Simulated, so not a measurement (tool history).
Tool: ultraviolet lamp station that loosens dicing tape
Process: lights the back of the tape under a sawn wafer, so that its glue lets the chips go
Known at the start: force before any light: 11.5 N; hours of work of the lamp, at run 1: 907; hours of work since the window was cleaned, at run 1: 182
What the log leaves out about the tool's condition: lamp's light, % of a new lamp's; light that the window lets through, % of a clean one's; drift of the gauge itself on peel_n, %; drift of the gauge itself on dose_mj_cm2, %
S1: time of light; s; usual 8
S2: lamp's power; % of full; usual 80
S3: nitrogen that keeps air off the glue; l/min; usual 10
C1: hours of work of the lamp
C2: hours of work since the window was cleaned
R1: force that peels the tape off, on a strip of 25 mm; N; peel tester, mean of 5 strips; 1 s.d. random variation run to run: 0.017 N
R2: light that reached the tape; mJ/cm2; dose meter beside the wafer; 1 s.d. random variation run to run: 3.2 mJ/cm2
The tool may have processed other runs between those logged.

Run 1, hour 0: usual settings; C1 907; C2 182. Result: R1 1.631 N, R2 359 mJ/cm2.
Run 2, hour 34: usual settings but S2 62 % of full; C1 927; C2 203. Result: R1 2.465 N, R2 279 mJ/cm2.
Run 3, hour 64.4: usual settings but S2 62 % of full; C1 946; C2 221. Result: R1 2.622 N, R2 271 mJ/cm2.
Run 4, hour 86.8: usual settings but S2 62 % of full; C1 960; C2 235. Result: R1 2.58 N, R2 269 mJ/cm2.
Run 5, hour 124: usual settings but S3 6 l/min; C1 982; C2 258. Result: R1 2.137 N, R2 346 mJ/cm2.
Run 6, hour 148.9: usual settings but S3 6 l/min; C1 998; C2 273. Result: R1 2.212 N, R2 338 mJ/cm2.
Run 7, hour 166.5: usual settings; C1 1008; C2 284. Result: R1 1.791 N, R2 338 mJ/cm2.
Run 8, hour 201.2: usual settings; C1 1030; C2 305. Result: R1 1.799 N, R2 331 mJ/cm2.
Run 9, hour 232.6: usual settings; C1 1049; C2 324. Result: R1 1.829 N, R2 329 mJ/cm2.
Run 10, hour 267.1: usual settings but S1 10 s; C1 1070; C2 346. Result: R1 1.213 N, R2 407 mJ/cm2.
Run 11, hour 302.6: usual settings but S1 7 s, S3 19 l/min; C1 1092; C2 367. Result: R1 1.904 N, R2 285 mJ/cm2.
At hour 331.3: lamp changed.
Run 12, hour 331.3: usual settings but S1 9 s, S2 74 % of full, S3 4 l/min; C1 0; C2 384. Result: R1 1.53 N, R2 484 mJ/cm2.
Run 13, hour 349.9: usual settings but S1 5 s, S2 81 % of full; C1 11; C2 396. Result: R1 2.256 N, R2 290 mJ/cm2.
Run 14, hour 387.3: usual settings but S1 4 s, S2 60 % of full, S3 9 l/min; C1 34; C2 418. Result: R1 4.426 N, R2 170 mJ/cm2.
At hour 423.4: window cleaned of glue's vapour.
Run 15, hour 427.5: usual settings but S1 5 s, S2 93 % of full, S3 5 l/min; C1 59; C2 2. Result: R1 2.309 N, R2 347 mJ/cm2.
Run 16, hour 453.4: usual settings but S1 9 s, S2 69 % of full, S3 5 l/min; C1 74; C2 18. Result: R1 1.4 N, R2 461 mJ/cm2.
Run 17, hour 473.1: usual settings but S2 84 % of full, S3 4 l/min; C1 86; C2 30. Result: R1 1.408 N, R2 502 mJ/cm2.
Run 18, hour 511.3: usual settings but S1 14 s; C1 110; C2 54. Result: R1 0.281 N, R2 820 mJ/cm2.
Run 19, hour 545.5: usual settings but S1 5 s; C1 131; C2 75. Result: R1 2.267 N, R2 291 mJ/cm2.

Table of differences, measured result less the result of that run with no hidden state. Run-to-run variation is the same in both. Gauge scatter possibly is not:
run      R1    R2
  1  +0.814  -143
  2  +1.109  -114
  3  +1.206  -118
  4  +1.197  -119
  5  +1.083  -158
  6  +1.132  -161
  7   +0.99  -164
  8  +1.012  -167
  9  +1.042  -172
 10  +0.748  -219
 11  +1.131  -158
 12  +0.228   -42
 13    +0.3   -27
 14  +0.408   -18
 15  +0.137   -14
 16  +0.122   -22
 17  +0.137   -26
 18  +0.025   -54
 19  +0.251   -22

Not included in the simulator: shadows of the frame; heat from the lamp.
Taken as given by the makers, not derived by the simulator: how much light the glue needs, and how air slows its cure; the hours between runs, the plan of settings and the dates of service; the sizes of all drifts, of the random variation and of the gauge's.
